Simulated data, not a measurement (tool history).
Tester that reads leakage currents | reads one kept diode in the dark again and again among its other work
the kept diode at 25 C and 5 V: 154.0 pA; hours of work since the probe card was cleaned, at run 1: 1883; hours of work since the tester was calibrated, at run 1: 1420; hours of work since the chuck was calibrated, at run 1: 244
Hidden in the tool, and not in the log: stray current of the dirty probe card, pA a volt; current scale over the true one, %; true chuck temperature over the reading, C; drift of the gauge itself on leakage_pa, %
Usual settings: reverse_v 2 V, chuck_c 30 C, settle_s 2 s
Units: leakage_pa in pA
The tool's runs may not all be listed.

run	hour	reverse_v	chuck_c	settle_s	hours of work since the probe card was cleaned	hours of work since the tester was calibrated	hours of work since the chuck was calibrated	leakage_pa
1	0	2	30	2	1883	1420	244	196.18
2	22.1	2	30	2	1900	1437	261	197.16
3	69.2	2	30	2	1936	1473	297	199.58
4	109.2	2	30	2	1967	1504	328	200.73
5	148	2	30	2	1997	1534	358	203.53
6	175.1	2	30	2	2018	1555	379	205.58
7	206.5	2	30	2	2043	1580	403	207.22
8	255.7	2	30	2	2081	1618	442	208.6
9	304	2	30	2	2118	1655	479	211.62
10	350	6.29	30	2	2154	1691	515	338.88
11	389.9	2	42	2	2185	1722	545	614.89
12	429.2	2	30	0.71	2215	1752	576	219.94
# hour 434.7: probe card cleaned and baked
# hour 465.8: chuck's temperature calibrated
13	475.6	2	30	6.97	30	1784	8	227.06
14	523.1	2	30	2	67	1821	44	230.51
15	557.3	2	30	2	93	1847	71	232.88
16	595.1	1.92	35	1.43	123	1877	100	362.05
17	623	6.75	30	3.39	144	1898	122	376.92
18	665.3	2	30	4.17	177	1931	154	238.49
19	697.8	7.13	50	1.04	202	1956	180	2165.86
20	731	3.09	58	0.44	228	1982	205	2952.52
# hour 750.4: chuck's temperature calibrated, once more
21	759	3.09	56	2.08	248	2002	7	1902.35
22	802	12.71	49	0.85	281	2035	40	1879.91
23	824.4	16.12	30	7.34	299	2053	57	396.22
24	865.8	2.73	30	1.38	331	2085	89	202.95
25	911.2	3.05	30	0.87	366	2120	124	215.42
26	960	3.05	30	0.87	403	2158	162	218.29
27	984.1	2.84	32	5.69	422	2176	181	255.06
28	1025.2	2.84	32	5.69	454	2208	213	257.06
29	1049.2	2.84	32	5.69	472	2227	231	259.25

4 ways to go on from here, each from the tool as it stands after run 29. What would each give?
A	1089.8	2	28	2.21	504	2258	263	?
B	1089.8	2.23	49	0.87	504	2258	263	?
C	1089.8	2	34	2	504	2258	263	?
D	1089.8	2	27	2	504	2258	263	?

run	leakage_pa
A	158.82
B	1034.11
C	275.6
D	145.06
Without the tool's hidden state the same runs would have given:
run	leakage_pa
A	144.97
B	959.16
C	253.09
D	132.25
